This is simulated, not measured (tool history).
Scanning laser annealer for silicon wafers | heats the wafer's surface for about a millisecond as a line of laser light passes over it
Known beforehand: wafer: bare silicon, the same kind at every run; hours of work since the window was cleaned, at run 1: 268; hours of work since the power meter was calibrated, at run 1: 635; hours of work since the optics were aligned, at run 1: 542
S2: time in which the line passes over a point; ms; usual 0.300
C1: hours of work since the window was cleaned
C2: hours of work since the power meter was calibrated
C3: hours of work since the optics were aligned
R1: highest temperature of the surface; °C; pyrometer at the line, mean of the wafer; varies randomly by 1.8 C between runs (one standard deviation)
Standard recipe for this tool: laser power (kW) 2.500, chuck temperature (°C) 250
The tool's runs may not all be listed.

run 1 hour=0.0 | laser_power_(kW)=2.500 S2=0.300 chuck_temperature_(°C)=250 | C1=268 C2=635 C3=542 | R1=997
run 2 hour=33.2 | laser_power_(kW)=2.500 S2=0.300 chuck_temperature_(°C)=250 | C1=282 C2=648 C3=556 | R1=994
run 3 hour=69.1 | laser_power_(kW)=2.500 S2=0.300 chuck_temperature_(°C)=250 | C1=296 C2=663 C3=570 | R1=994
run 4 hour=98.0 | laser_power_(kW)=2.500 S2=0.300 chuck_temperature_(°C)=250 | C1=308 C2=675 C3=582 | R1=989
-- hour=115.4 window over the wafer cleaned
run 5 hour=124.3 | laser_power_(kW)=2.500 S2=0.255 chuck_temperature_(°C)=250 | C1=4 C2=685 C3=592 | R1=973
run 6 hour=143.4 | laser_power_(kW)=2.500 S2=0.300 chuck_temperature_(°C)=232 | C1=12 C2=693 C3=600 | R1=1019
run 7 hour=172.0 | laser_power_(kW)=2.500 S2=0.300 chuck_temperature_(°C)=250 | C1=23 C2=705 C3=612 | R1=1034
run 8 hour=202.4 | laser_power_(kW)=2.500 S2=0.224 chuck_temperature_(°C)=250 | C1=36 C2=717 C3=625 | R1=919
run 9 hour=235.7 | laser_power_(kW)=2.500 S2=0.224 chuck_temperature_(°C)=250 | C1=50 C2=731 C3=638 | R1=919
run 10 hour=261.0 | laser_power_(kW)=2.500 S2=0.224 chuck_temperature_(°C)=250 | C1=60 C2=741 C3=649 | R1=919
run 11 hour=291.1 | laser_power_(kW)=2.500 S2=0.300 chuck_temperature_(°C)=242 | C1=72 C2=754 C3=661 | R1=1023
run 12 hour=308.9 | laser_power_(kW)=2.500 S2=0.300 chuck_temperature_(°C)=242 | C1=80 C2=761 C3=668 | R1=1017
run 13 hour=343.9 | laser_power_(kW)=2.500 S2=0.300 chuck_temperature_(°C)=242 | C1=94 C2=775 C3=683 | R1=1017
run 14 hour=373.7 | laser_power_(kW)=2.500 S2=0.363 chuck_temperature_(°C)=250 | C1=106 C2=788 C3=695 | R1=1109
run 15 hour=403.0 | laser_power_(kW)=2.500 S2=0.363 chuck_temperature_(°C)=250 | C1=119 C2=800 C3=707 | R1=1101
run 16 hour=430.7 | laser_power_(kW)=2.500 S2=0.363 chuck_temperature_(°C)=250 | C1=130 C2=811 C3=719 | R1=1100
run 17 hour=454.9 | laser_power_(kW)=2.500 S2=0.363 chuck_temperature_(°C)=250 | C1=140 C2=821 C3=729 | R1=1095
run 18 hour=483.7 | laser_power_(kW)=2.654 S2=0.363 chuck_temperature_(°C)=250 | C1=152 C2=833 C3=740 | R1=1163
run 19 hour=502.9 | laser_power_(kW)=2.489 S2=0.300 chuck_temperature_(°C)=250 | C1=160 C2=841 C3=748 | R1=1010
run 20 hour=524.2 | laser_power_(kW)=2.489 S2=0.300 chuck_temperature_(°C)=272 | C1=168 C2=850 C3=757 | R1=1029
run 21 hour=543.1 | laser_power_(kW)=2.201 S2=0.300 chuck_temperature_(°C)=250 | C1=176 C2=858 C3=765 | R1=904
run 22 hour=564.1 | laser_power_(kW)=2.201 S2=0.359 chuck_temperature_(°C)=234 | C1=185 C2=866 C3=774 | R1=954
run 23 hour=596.6 | laser_power_(kW)=2.637 S2=0.274 chuck_temperature_(°C)=234 | C1=198 C2=880 C3=787 | R1=1001
run 24 hour=631.3 | laser_power_(kW)=2.637 S2=0.274 chuck_temperature_(°C)=280 | C1=213 C2=894 C3=801 | R1=1046
run 25 hour=666.9 | laser_power_(kW)=2.637 S2=0.274 chuck_temperature_(°C)=280 | C1=227 C2=909 C3=816 | R1=1041
run 26 hour=693.7 | laser_power_(kW)=2.500 S2=0.336 chuck_temperature_(°C)=289 | C1=238 C2=920 C3=827 | R1=1091
run 27 hour=722.6 | laser_power_(kW)=2.500 S2=0.300 chuck_temperature_(°C)=247 | C1=250 C2=932 C3=839 | R1=994
run 28 hour=751.9 | laser_power_(kW)=2.171 S2=0.362 chuck_temperature_(°C)=242 | C1=262 C2=944 C3=851 | R1=940
run 29 hour=789.7 | laser_power_(kW)=2.171 S2=0.362 chuck_temperature_(°C)=242 | C1=278 C2=959 C3=867 | R1=942
run 30 hour=826.3 | laser_power_(kW)=2.171 S2=0.362 chuck_temperature_(°C)=242 | C1=293 C2=974 C3=882 | R1=935
run 31 hour=864.2 | laser_power_(kW)=2.500 S2=0.296 chuck_temperature_(°C)=250 | C1=309 C2=990 C3=897 | R1=986
-- hour=882.8 optics aligned, line set to its width
-- hour=886.9 window over the wafer cleaned
run 32 hour=912.0 | laser_power_(kW)=2.500 S2=0.296 chuck_temperature_(°C)=250 | C1=10 C2=1007 C3=11 | R1=1039
run 33 hour=945.5 | laser_power_(kW)=2.500 S2=0.235 chuck_temperature_(°C)=287 | C1=24 C2=1020 C3=25 | R1=981
run 34 hour=978.2 | laser_power_(kW)=2.591 S2=0.230 chuck_temperature_(°C)=239 | C1=38 C2=1034 C3=38 | R1=951
run 35 hour=999.2 | laser_power_(kW)=2.527 S2=0.241 chuck_temperature_(°C)=259 | C1=46 C2=1043 C3=47 | R1=971
run 36 hour=1034.2 | laser_power_(kW)=2.527 S2=0.241 chuck_temperature_(°C)=259 | C1=61 C2=1057 C3=62 | R1=964
run 37 hour=1062.1 | laser_power_(kW)=2.527 S2=0.241 chuck_temperature_(°C)=259 | C1=72 C2=1069 C3=73 | R1=962
run 38 hour=1091.6 | laser_power_(kW)=2.495 S2=0.299 chuck_temperature_(°C)=242 | C1=84 C2=1081 C3=85 | R1=1021
run 39 hour=1111.8 | laser_power_(kW)=2.254 S2=0.284 chuck_temperature_(°C)=221 | C1=93 C2=1089 C3=94 | R1=891
run 40 hour=1137.9 | laser_power_(kW)=2.442 S2=0.285 chuck_temperature_(°C)=238 | C1=103 C2=1100 C3=104 | R1=973

Hidden state at the last listed run before each entry between runs and at the first one after, where it differs:
After run 4, before run 5: window over the wafer cleaned (hour 115.4)
  light that passes the window, % of a clean one's: 94.51 -> 99.86; width of the line over the set one, %: 1.08 -> 1.1
  measured less the result without the state, R1: -55 -> -5 °C
After run 31, before run 32: optics aligned, line set to its width (hour 882.8); window over the wafer cleaned (hour 886.9)
  light that passes the window, % of a clean one's: 94.6 -> 99.58; laser's true power over the reading, %: 0.26 -> 0.27; width of the line over the set one, %: 1.59 -> 0.14
  measured less the result without the state, R1: -55 -> -3 °C
